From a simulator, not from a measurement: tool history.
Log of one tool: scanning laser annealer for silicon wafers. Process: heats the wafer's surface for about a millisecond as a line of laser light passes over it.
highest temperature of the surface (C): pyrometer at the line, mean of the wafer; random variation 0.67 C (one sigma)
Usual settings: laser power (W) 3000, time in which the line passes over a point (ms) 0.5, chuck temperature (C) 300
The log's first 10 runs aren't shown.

run,day,laser power (W),time in which the line passes over a point (ms),chuck temperature (C),highest temperature of the surface (C)
11,8.304,3193,0.5,300,1064.4
12,9.333,3000,0.5,300,1020.6
13,10.588,3000,0.5,300,1018.7
14,11.579,3000,0.5,300,1018.8
15,12.242,3000,0.5,300,1019.1
16,13.462,3000,0.5,300,1017.5
17,14.654,3000,0.5,300,1019
18,15.588,3000,0.425,300,966.7
19,16.617,3000,0.425,300,967.2
20,17.408,3000,0.443,300,979.7
21,18.079,3000,0.443,300,979.9
22,19.254,3000,0.443,300,978.7
23,19.821,3000,0.558,340,1092.7
24,20.867,2776,0.387,329,921.6
25,21.904,3041,0.547,306,1061.8
26,22.512,3041,0.549,294,1052.9

The next listed run, before its measurement:
27,23.217,3041,0.549,294,?

highest temperature of the surface (C): 1051.5
Without the tool's hidden state the same run would have given highest temperature of the surface (C) 1057.9.
